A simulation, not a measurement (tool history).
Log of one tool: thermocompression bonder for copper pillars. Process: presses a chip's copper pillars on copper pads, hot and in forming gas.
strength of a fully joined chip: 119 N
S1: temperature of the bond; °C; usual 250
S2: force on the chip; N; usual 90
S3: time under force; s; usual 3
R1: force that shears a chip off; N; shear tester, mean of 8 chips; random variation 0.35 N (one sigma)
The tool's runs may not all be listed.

Run 1, hour 0: usual settings. Result: R1 79.5 N.
At hour 83.2: forming gas filter changed.
Run 2, hour 95.4: usual settings but S2 55 N. Result: R1 60.9 N.
Run 3, hour 158.2: usual settings but S2 55 N. Result: R1 60.8 N.
Run 4, hour 222.4: usual settings but S2 55 N. Result: R1 60.9 N.
Run 5, hour 263.4: usual settings but S3 9 s. Result: R1 101.3 N.
Run 6, hour 327.9: usual settings but S3 9 s. Result: R1 100 N.
Run 7, hour 388.7: usual settings but S3 9 s. Result: R1 100.1 N.
Run 8, hour 482.8: usual settings but S3 9 s. Result: R1 100.6 N.
At hour 553.2: forming gas filter changed.
At hour 578.7: heater calibrated with a thermocouple chip.
Run 9, hour 582.1: usual settings but S3 5 s. Result: R1 90 N.
Run 10, hour 635.2: usual settings but S3 5 s. Result: R1 89.1 N.
Run 11, hour 710.9: usual settings but S2 63 N. Result: R1 64.7 N.
Run 12, hour 796.7: usual settings but S3 5 s. Result: R1 88.7 N.
Run 13, hour 867.5: usual settings but S3 5 s. Result: R1 88.9 N.
Run 14, hour 938.9: usual settings but S3 5 s. Result: R1 88.5 N.
At hour 1028.7: forming gas filter changed.
Run 15, hour 1037.6: usual settings but S3 5 s. Result: R1 88.8 N.
At hour 1045.8: gauge calibrated.
Run 16, hour 1082.4: usual settings but S3 5 s. Result: R1 90.7 N.
Run 17, hour 1128.8: usual settings but S3 2 s. Result: R1 71 N.
Run 18, hour 1193.3: usual settings but S3 8 s. Result: R1 99.2 N.
Run 19, hour 1292.8: usual settings but S1 239 °C, S3 8 s. Result: R1 91.7 N.
At hour 1340.7: heater calibrated with a thermocouple chip.
At hour 1369: force cell calibrated.
Run 20, hour 1371.2: usual settings but S2 93 N. Result: R1 79.7 N.
Run 21, hour 1459.7: usual settings but S1 223 °C, S2 66 N, S3 2 s. Result: R1 41 N.
At hour 1501.2: forming gas filter changed.
Run 22, hour 1512.4: usual settings but S1 273 °C, S2 66 N, S3 8 s. Result: R1 102 N.
Run 23, hour 1598.6: usual settings but S1 252 °C, S2 66 N, S3 5 s. Result: R1 79.4 N.
Run 24, hour 1654.8: usual settings but S1 230 °C, S2 96 N, S3 9 s. Result: R1 89.1 N.
Run 25, hour 1700.9: usual settings but S1 230 °C, S2 96 N, S3 9 s. Result: R1 89 N.
Run 26, hour 1783.1: usual settings but S1 230 °C, S2 96 N, S3 9 s. Result: R1 88.6 N.
Run 27, hour 1867.9: usual settings but S1 260 °C, S2 58 N, S3 2 s. Result: R1 60.3 N.
Run 28, hour 1947.6: usual settings but S1 232 °C, S2 97 N, S3 5 s. Result: R1 78.1 N.
At hour 1971.4: forming gas filter changed.
Run 29, hour 2012.1: usual settings but S1 232 °C, S2 97 N, S3 5 s. Result: R1 78.4 N.
Run 30, hour 2074.3: usual settings but S1 246 °C. Result: R1 75.5 N.
At hour 2102: heater calibrated with a thermocouple chip.
Run 31, hour 2169.4: usual settings but S1 238 °C, S2 127 N, S3 2 s. Result: R1 72.6 N.
Run 32, hour 2264.5: usual settings but S3 2 s. Result: R1 68.4 N.
Run 33, hour 2318.5: usual settings but S1 237 °C, S2 102 N. Result: R1 72.6 N.
Run 34, hour 2399.5: usual settings but S1 237 °C, S2 126 N. Result: R1 79.8 N.
At hour 2446: forming gas filter changed.
Run 35, hour 2489.9: usual settings but S3 7 s. Result: R1 93.2 N.
Run 36, hour 2581.8: usual settings but S1 277 °C, S2 66 N. Result: R1 83.1 N.
Run 37, hour 2659.2: usual settings but S2 79 N. Result: R1 72.1 N.
At hour 2671: gauge calibrated.
Run 38, hour 2721.3: usual settings but S1 259 °C, S2 68 N. Result: R1 75.9 N.

3 ways to go on from here, each from the tool as it stands after run 38. What would each give?
Run A, hour 2811.4: usual settings but S2 114 N. Result: R1 ?.
Run B, hour 2811.4: usual settings but S1 271 °C, S2 105 N, S3 8 s. Result: R1 ?.
Run C, hour 2811.4: usual settings but S2 73 N, S3 8 s. Result: R1 ?.

run     R1
  A   87.4
  B  112.3
  C   92.5
Without the tool's hidden state the same runs would have given:
run     R1
  A   87.7
  B  112.9
  C   92.8
